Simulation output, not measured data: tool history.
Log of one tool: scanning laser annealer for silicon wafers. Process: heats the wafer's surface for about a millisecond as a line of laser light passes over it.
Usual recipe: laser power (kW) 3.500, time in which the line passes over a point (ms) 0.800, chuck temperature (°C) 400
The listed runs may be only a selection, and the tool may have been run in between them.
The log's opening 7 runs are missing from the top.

run     day  laser power (kW)  time in which the line passes over a point (ms)  chuck temperature (°C)  hours of work since the window was cleaned  hours of work since the power meter was calibrated  hours of work since the optics were aligned  highest temperature of the surface (°C)
  8   5.283             3.500                                            0.565                     400                                         426                                                 674                                         1019                                     1027
  9   6.058             3.500                                            0.800                     400                                         440                                                 688                                         1033                                     1135
 10   6.508             3.265                                            0.800                     400                                         448                                                 696                                         1041                                     1082
 11   7.008             3.265                                            0.800                     400                                         457                                                 705                                         1050                                     1084
 12   7.733             3.500                                            0.800                     400                                         470                                                 719                                         1063                                     1133
 13   8.492             3.500                                            0.800                     400                                         484                                                 732                                         1077                                     1130
      8.712  -- window over the wafer cleaned
 14   9.275             3.500                                            0.800                     400                                          10                                                 745                                         1090                                     1179
 15  10.154             3.406                                            0.800                     400                                          26                                                 761                                         1105                                     1152
 16  10.854             3.500                                            0.800                     407                                          39                                                 773                                         1118                                     1180
 17  11.733             3.500                                            0.800                     407                                          55                                                 789                                         1134                                     1179
 18  12.371             3.500                                            0.800                     407                                          66                                                 801                                         1146                                     1182
 19  13.067             3.500                                            0.800                     407                                          79                                                 814                                         1158                                     1176
 20  13.562             3.500                                            0.800                     407                                          88                                                 822                                         1167                                     1174
 21  14.129             3.500                                            0.614                     407                                          98                                                 833                                         1177                                     1085
 22  14.658             3.365                                            0.995                     396                                         108                                                 842                                         1187                                     1211
     14.908  -- optics aligned, line set to its width
 23  15.658             3.825                                            0.800                     418                                         122                                                 857                                           14                                     1251
     16.433  -- optics aligned, line set to its width, once more
 24  16.612             3.282                                            0.798                     376                                         135                                                 870                                            3                                     1097
 25  17.125             2.978                                            0.800                     400                                         145                                                 879                                           12                                     1053
 26  17.721             2.978                                            0.800                     400                                         155                                                 890                                           23                                     1051
 27  18.438             3.489                                            0.694                     361                                         168                                                 903                                           36                                     1079
 28  19.317             3.489                                            0.694                     361                                         184                                                 919                                           52                                     1076

Run 29 has not been measured yet. What should we expect?
 29  19.788             3.458                                            0.800                     376                                         193                                                 928                                           61                                        ?

highest temperature of the surface (°C): 1134
On a tool with no hidden condition, and with the same random variation, this run would have come out at highest temperature of the surface (°C) 1156.
